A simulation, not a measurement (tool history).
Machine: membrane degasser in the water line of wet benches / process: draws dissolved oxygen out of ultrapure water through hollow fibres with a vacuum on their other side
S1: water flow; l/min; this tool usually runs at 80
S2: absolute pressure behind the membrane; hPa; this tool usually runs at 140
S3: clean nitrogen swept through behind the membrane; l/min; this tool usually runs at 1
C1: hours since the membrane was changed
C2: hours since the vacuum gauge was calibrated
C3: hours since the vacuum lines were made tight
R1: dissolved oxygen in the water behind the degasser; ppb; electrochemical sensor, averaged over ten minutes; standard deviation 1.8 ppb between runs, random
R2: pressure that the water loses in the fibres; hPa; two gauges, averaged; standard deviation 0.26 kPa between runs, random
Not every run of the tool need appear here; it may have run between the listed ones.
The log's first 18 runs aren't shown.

Run 19, day 152.071: usual settings but S1 96 l/min, S2 114 hPa, S3 1.99 l/min; C1 10287; C2 1601; C3 5801. Result: R1 788.5 ppb, R2 868.7 hPa.
Run 20, day 163.883: usual settings but S1 96 l/min, S2 114 hPa, S3 1.99 l/min; C1 10571; C2 1885; C3 6085. Result: R1 790.5 ppb, R2 865 hPa.
Run 21, day 169.438: usual settings but S1 112 l/min, S2 280 hPa, S3 2.44 l/min; C1 10704; C2 2018; C3 6218. Result: R1 1912.1 ppb, R2 1014 hPa.
Run 22, day 174.675: usual settings but S1 112 l/min, S2 280 hPa, S3 2.44 l/min; C1 10830; C2 2144; C3 6344. Result: R1 1917.9 ppb, R2 1014.4 hPa.
Run 23, day 180.996: usual settings but S2 288 hPa, S3 0.5 l/min; C1 10981; C2 2296; C3 6495. Result: R1 3655.5 ppb, R2 723.4 hPa.
Run 24, day 189.575: usual settings but S1 93 l/min, S2 250 hPa, S3 0.7 l/min; C1 11187; C2 2502; C3 6701. Result: R1 3043.9 ppb, R2 843.3 hPa.
At day 190.65: seals of the vacuum lines changed.
Run 25, day 199.667: usual settings but S1 61 l/min, S2 149 hPa; C1 11427; C2 2742; C3 216. Result: R1 1178.2 ppb, R2 554 hPa.
Run 26, day 205.883: usual settings but S1 61 l/min, S2 217 hPa, S3 0.61 l/min; C1 11577; C2 2891; C3 366. Result: R1 2321.4 ppb, R2 551.5 hPa.
Run 27, day 212.192: usual settings but S1 61 l/min, S2 217 hPa, S3 0.61 l/min; C1 11728; C2 3042; C3 517. Result: R1 2325.2 ppb, R2 560 hPa.
Run 28, day 217.4: usual settings but S1 127 l/min, S2 299 hPa, S3 0.61 l/min; C1 11853; C2 3167; C3 642. Result: R1 4244.5 ppb, R2 1151 hPa.
Run 29, day 224.438: usual settings but S1 120 l/min, S2 130 hPa, S3 0.61 l/min; C1 12022; C2 3336; C3 811. Result: R1 2049.8 ppb, R2 1097.2 hPa.
At day 228.388: vacuum gauge calibrated.
Run 30, day 231.858: usual settings but S1 120 l/min, S2 130 hPa, S3 0.61 l/min; C1 12200; C2 83; C3 989. Result: R1 2030.7 ppb, R2 1093.1 hPa.
Run 31, day 240.142: usual settings but S1 120 l/min, S2 130 hPa, S3 0.61 l/min; C1 12398; C2 282; C3 1187. Result: R1 2034.6 ppb, R2 1096.3 hPa.

Branching from run 31: 4 alternative next runs. What would each branch give?
Run A, day 246.3: usual settings but S3 1.9 l/min; C1 12546; C2 430; C3 1335. Result: R1 ?, R2 ?.
Run B, day 246.3: usual settings but S2 102 hPa; C1 12546; C2 430; C3 1335. Result: R1 ?, R2 ?.
Run C, day 246.3: usual settings but S1 52 l/min, S2 209 hPa, S3 2.94 l/min; C1 12546; C2 430; C3 1335. Result: R1 ?, R2 ?.
Run D, day 246.3: usual settings but S1 97 l/min, S2 150 hPa, S3 0.91 l/min; C1 12546; C2 430; C3 1335. Result: R1 ?, R2 ?.

run      R1     R2
  A   869.9  728.4
  B   909.7  729.5
  C   663.4  471.4
  D  1712.3  888.3
Had the tool no hidden state, the same runs would have come out as:
run      R1     R2
  A   856.3  686.8
  B   894.3  687.9
  C   659.4  444.4
  D  1691.9  837.5
